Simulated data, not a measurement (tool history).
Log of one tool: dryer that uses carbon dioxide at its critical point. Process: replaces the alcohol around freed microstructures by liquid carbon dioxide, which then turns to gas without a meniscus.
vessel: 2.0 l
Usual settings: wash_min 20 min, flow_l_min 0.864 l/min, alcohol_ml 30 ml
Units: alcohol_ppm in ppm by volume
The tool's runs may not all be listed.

| run | day | wash_min | flow_l_min | alcohol_ml | alcohol_ppm |
|---|---|---|---|---|---|
| 1 | 0.000 | 20 | 0.864 | 30 | 90 |
| 2 | 0.396 | 20 | 0.864 | 30 | 86 |
| 3 | 0.917 | 20 | 0.864 | 34 | 102 |
| 4 | 1.583 | 20 | 0.864 | 30 | 109 |
| 5 | 1.971 | 20 | 0.864 | 30 | 100 |
| 6 | 2.546 | 20 | 0.864 | 30 | 103 |
| 7 | 3.129 | 20 | 0.864 | 30 | 117 |
| 8 | 3.471 | 20 | 0.538 | 30 | 538 |
| 9 | 3.833 | 20 | 0.864 | 120 | 251 |
| 10 | 4.358 | 20 | 0.864 | 23 | 97 |
| 11 | 4.771 | 20 | 0.864 | 23 | 93 |
| 12 | 5.438 | 22 | 0.710 | 42 | 194 |
| 13 | 6.138 | 30 | 1.402 | 84 | 68 |
| 14 | 6.517 | 14 | 0.531 | 52 | 2555 |
| 15 | 7.238 | 14 | 1.080 | 34 | 182 |
| 16 | 7.925 | 19 | 1.080 | 34 | 90 |
| 17 | 8.408 | 19 | 1.345 | 34 | 80 |
| 18 | 9.071 | 19 | 0.857 | 36 | 168 |
|  | 9.542 | inlet filter changed |
| 19 | 9.738 | 20 | 0.864 | 61 | 103 |
| 20 | 10.488 | 20 | 0.864 | 34 | 97 |
| 21 | 11.146 | 15 | 0.864 | 30 | 193 |

Forecast each of these 5 alternatives for the next run:
| A | 11.750 | 20 | 0.864 | 38 | ? |
| B | 11.750 | 16 | 0.804 | 28 | ? |
| C | 11.750 | 20 | 1.077 | 21 | ? |
| D | 11.750 | 21 | 1.278 | 30 | ? |
| E | 11.750 | 27 | 0.710 | 30 | ? |

| run | alcohol_ppm |
|---|---|
| A | 107 |
| B | 187 |
| C | 85 |
| D | 86 |
| E | 104 |
Without the tool's hidden state the same runs would have given:
| run | alcohol_ppm |
|---|---|
| A | 29 |
| B | 103 |
| C | 6 |
| D | 8 |
| E | 24 |
